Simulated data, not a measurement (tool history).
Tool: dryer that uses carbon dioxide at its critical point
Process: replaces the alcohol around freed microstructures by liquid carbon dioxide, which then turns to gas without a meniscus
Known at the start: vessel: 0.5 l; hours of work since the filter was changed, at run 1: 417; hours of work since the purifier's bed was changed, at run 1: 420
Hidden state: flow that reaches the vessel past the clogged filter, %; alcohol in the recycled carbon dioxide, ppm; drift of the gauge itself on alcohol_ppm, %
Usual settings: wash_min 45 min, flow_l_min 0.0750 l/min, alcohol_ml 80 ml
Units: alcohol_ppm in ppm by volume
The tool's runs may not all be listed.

run,day,wash_min,flow_l_min,alcohol_ml,hours of work since the filter was changed,hours of work since the purifier's bed was changed,alcohol_ppm
1,0.000,45,0.0750,80,417,420,397
2,1.017,45,0.0750,80,427,430,411
3,1.792,45,0.0750,80,435,438,417
4,2.796,45,0.0750,80,445,448,406
5,3.442,45,0.0750,52,451,454,280
6,3.950,45,0.0750,80,456,459,420
7,4.538,45,0.0750,80,462,465,422
8,5.208,45,0.0750,80,469,472,420
9,5.725,45,0.0750,80,474,477,417
10,6.350,45,0.1191,80,480,483,59
11,6.917,45,0.0750,80,486,489,435
# day 7.350: inlet filter changed
12,7.912,45,0.0750,47,6,499,187
13,8.754,45,0.0750,64,14,507,235
14,9.533,45,0.0750,80,22,515,276
15,10.350,45,0.0750,80,30,523,285
16,11.138,45,0.0750,58,38,531,223
17,11.950,45,0.0750,83,46,539,288
18,12.888,45,0.0750,83,56,549,290
19,13.608,45,0.0750,83,63,556,309
20,14.271,45,0.0750,80,69,562,296
21,15.338,45,0.0750,80,80,573,301
22,16.408,45,0.0750,80,91,584,304
23,17.012,45,0.0578,80,97,590,1180
24,18.112,45,0.0578,80,108,601,1144
25,19.108,67,0.1014,49,118,611,80
26,19.925,67,0.1014,49,126,619,74
27,20.975,39,0.1014,27,137,630,109
28,22.067,67,0.0750,78,148,641,86
29,22.679,61,0.0750,80,154,647,97
30,23.154,61,0.0750,50,159,652,100
31,23.929,27,0.0902,37,166,659,775
32,24.775,27,0.0902,37,175,668,801
33,25.325,27,0.0700,37,180,673,2127
34,25.946,45,0.0474,27,187,680,1075
35,26.883,60,0.0597,47,196,689,187
36,27.567,30,0.0813,80,203,696,1685
37,28.029,32,0.0456,62,208,701,8352
38,28.888,32,0.0524,21,216,709,1885
39,29.529,27,0.1212,80,223,716,404
40,30.538,28,0.1239,80,233,726,306
41,31.612,65,0.1239,25,244,737,82
42,32.133,70,0.1021,107,249,742,84
43,32.712,70,0.1021,107,255,748,79
44,33.392,67,0.0652,80,261,754,135

Forecast each of these 3 alternatives for the next run:
A,33.867,49,0.0652,80,266,759,?
B,33.867,67,0.0533,70,266,759,?
C,33.867,70,0.0873,80,266,759,?

run,alcohol_ppm
A,506
B,274
C,90
Without the tool's hidden state the same runs would have given:
run,alcohol_ppm
A,319
B,142
C,8
